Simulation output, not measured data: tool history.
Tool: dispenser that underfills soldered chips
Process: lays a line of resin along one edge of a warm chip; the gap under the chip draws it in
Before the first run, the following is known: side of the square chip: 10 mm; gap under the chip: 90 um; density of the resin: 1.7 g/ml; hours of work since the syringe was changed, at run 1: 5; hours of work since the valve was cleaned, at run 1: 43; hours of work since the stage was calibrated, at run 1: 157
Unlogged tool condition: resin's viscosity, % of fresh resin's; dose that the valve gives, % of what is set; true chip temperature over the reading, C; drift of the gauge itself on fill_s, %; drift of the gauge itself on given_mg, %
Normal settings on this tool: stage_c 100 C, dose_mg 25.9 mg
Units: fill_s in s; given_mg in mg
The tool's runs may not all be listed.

run,hour,stage_c,dose_mg,hours of work since the syringe was changed,hours of work since the valve was cleaned,hours of work since the stage was calibrated,fill_s,given_mg
1,0,100,25.9,5,43,157,85.6,24.93
# hour 5.9: new syringe of resin
2,9.5,93,25.9,2,49,162,102.3,24.7
3,17.3,100,25.9,7,54,167,90.4,24.46
# hour 20.5: new syringe of resin
4,29.9,100,25.9,6,61,175,87.3,24.36
# hour 35: new syringe of resin
5,35.4,100,25.9,0,65,178,72.1,24.26
6,42.5,100,23.1,5,69,183,85.2,21.46
# hour 49.5: new syringe of resin
7,51.6,100,23.1,1,75,188,77.8,21.41
8,59.9,100,23.1,6,80,193,89.9,21.35
# hour 63.6: new syringe of resin
9,67.7,100,23.1,3,84,198,77.7,21.19
# hour 77.8: new syringe of resin
10,77.8,92,23.1,0,91,204,103.1,21.08
11,84.1,100,29.7,4,94,208,81,27.02
12,89.2,100,29.7,7,98,211,88.5,26.81
# hour 92.6: new syringe of resin
13,102.1,100,31.4,6,106,219,82.9,28.21
# hour 107: new syringe of resin
14,108.4,100,31.4,1,109,223,71.1,27.87
15,119.3,100,31.4,8,116,230,89.4,27.8
# hour 121.3: new syringe of resin
16,125.9,100,25.9,3,120,234,77.3,22.85
# hour 135.4: new syringe of resin
17,135.6,100,25.9,0,126,239,71.4,22.67
18,147.9,95,22.9,8,134,247,116.5,20.02
# hour 149.2: new syringe of resin
# hour 150.9: dispensing valve cleaned and set on the balance
19,154.6,95,22.9,3,2,250,94.9,22.97
# hour 164.7: new syringe of resin
20,167.3,111,25.9,2,10,258,45.4,25.93
21,175.8,87,25.6,7,15,264,152.2,25.31
# hour 179.2: new syringe of resin
22,184.3,87,25.6,3,21,269,137,25.12
# hour 193.4: new syringe of resin
23,195.7,89,27.9,1,27,276,114.8,27.24
24,202.3,91,30.9,6,32,280,121,30.05
# hour 207.5: new syringe of resin
25,208.9,91,30.9,1,35,284,105.8,29.61
26,217.7,87,30.3,6,41,289,148.9,29.3
# hour 222: new syringe of resin
27,225.6,99,30.4,2,46,294,77.6,29.26
28,233,93,26.1,7,50,298,118.1,24.84
# hour 236: new syringe of resin
29,242.7,114,26.1,4,56,304,44.6,24.69
30,249.4,108,27.9,8,60,309,63,26.45
# hour 250.3: new syringe of resin
31,255.2,108,27.9,3,64,312,51.8,26.46
32,262.2,95,33.1,7,68,316,105.2,30.87
# hour 264.9: new syringe of resin
33,274.3,95,33.1,6,76,324,98.9,30.74
# hour 279.1: new syringe of resin
34,282.1,95,33.1,2,80,328,87.2,30.34

What if the next run were any one of these 5? Each begins from the tool's condition after run 34:
A,289.3,89,33.1,6,85,333,?,?
B,289.3,99,30,6,85,333,?,?
C,289.3,109,30.2,6,85,333,?,?
D,289.3,100,26.5,6,85,333,?,?
E,289.3,107,29,6,85,333,?,?

run,fill_s,given_mg
A,131.3,30.39
B,83.8,27.5
C,56,27.71
D,81,24.45
E,60.5,26.79
Take away the tool's hidden state, keep each run's random variation, and the runs would have read:
run,fill_s,given_mg
A,119.7,33.01
B,75.8,29.87
C,50.5,30.1
D,73,26.55
E,54.5,29.1
